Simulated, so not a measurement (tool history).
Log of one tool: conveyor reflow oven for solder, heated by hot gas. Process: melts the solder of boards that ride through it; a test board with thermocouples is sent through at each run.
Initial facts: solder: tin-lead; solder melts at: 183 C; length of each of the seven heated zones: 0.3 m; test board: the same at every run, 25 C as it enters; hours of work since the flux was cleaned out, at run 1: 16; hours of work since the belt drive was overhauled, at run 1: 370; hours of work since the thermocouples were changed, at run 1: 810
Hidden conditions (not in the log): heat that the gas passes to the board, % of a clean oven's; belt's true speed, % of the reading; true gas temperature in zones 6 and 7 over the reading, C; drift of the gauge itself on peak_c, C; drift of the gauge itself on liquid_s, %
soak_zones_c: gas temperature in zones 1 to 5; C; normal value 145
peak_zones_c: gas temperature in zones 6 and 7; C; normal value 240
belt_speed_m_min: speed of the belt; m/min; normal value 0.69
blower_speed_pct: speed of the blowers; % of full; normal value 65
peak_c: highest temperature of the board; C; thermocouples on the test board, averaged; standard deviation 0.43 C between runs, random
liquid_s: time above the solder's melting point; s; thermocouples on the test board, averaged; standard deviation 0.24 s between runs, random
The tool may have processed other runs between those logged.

run,day,soak_zones_c,peak_zones_c,belt_speed_m_min,blower_speed_pct,hours of work since the flux was cleaned out,hours of work since the belt drive was overhauled,hours of work since the thermocouples were changed,peak_c,liquid_s
1,0,145,240,0.69,65,16,370,810,219.4,41.9
2,0.746,145,240,0.69,65,23,378,817,219.2,41.5
3,1.921,145,240,0.69,65,35,389,829,219.3,41.8
4,2.917,145,238,0.69,65,45,399,839,217.7,40.9
5,3.95,145,240,0.69,65,55,410,849,218.3,42.1
6,5.083,145,240,0.69,65,67,421,860,218.8,41.3
7,6.15,145,240,0.69,65,77,432,871,218.4,41.4
8,7.208,145,240,0.69,65,88,442,882,219.2,41.2
9,7.975,145,240,0.69,65,95,450,889,217.9,41.5
10,8.529,145,240,0.69,65,101,455,895,218.5,41.3
# day 8.808: belt drive overhauled, speed set with a stopwatch
11,9.192,145,240,0.69,65,106,4,900,218.7,41.3
12,9.833,145,240,0.69,65,112,10,906,218.2,41.3
13,10.462,145,238,0.813,65,119,16,912,210.3,30.5
14,11.508,145,238,0.813,65,129,27,923,210.7,30
15,12.267,145,238,0.813,65,137,34,930,210.5,30.2
# day 12.638: thermocouples of zones 6 and 7 changed
# day 13.138: belt drive overhauled, speed set with a stopwatch, once more
16,13.462,145,246,0.69,90,146,3,7,229.6,46
17,14.65,134,240,0.69,74,158,15,18,218.7,38.4
18,15.429,157,230,0.69,56,166,23,26,210.9,40.3
19,16.492,156,242,0.723,57,176,33,37,220,42.4
20,17.521,153,228,0.678,65,186,44,47,211.7,40.3
21,18.421,153,228,0.678,65,195,53,56,211.9,40.4
22,19.471,153,228,0.664,65,206,63,66,212.6,41.2

Branching from run 22: 5 alternative next runs. What would each branch give?
A,20.017,140,240,0.772,65,211,68,72,?,?
B,20.017,140,247,0.664,65,211,68,72,?,?
C,20.017,153,228,0.803,65,211,68,72,?,?
D,20.017,153,248,0.664,65,211,68,72,?,?
E,20.017,153,228,0.664,87,211,68,72,?,?

run,peak_c,liquid_s
A,213.6,31.8
B,225.3,44.7
C,205.6,29.5
D,228.8,49.3
E,216.3,44.4
The same runs, with their run-to-run variation unchanged, on a tool lacking any hidden condition would have given:
run,peak_c,liquid_s
A,216.1,33.3
B,227.5,45.8
C,207.6,31.2
D,230.8,50.1
E,218.1,45.6
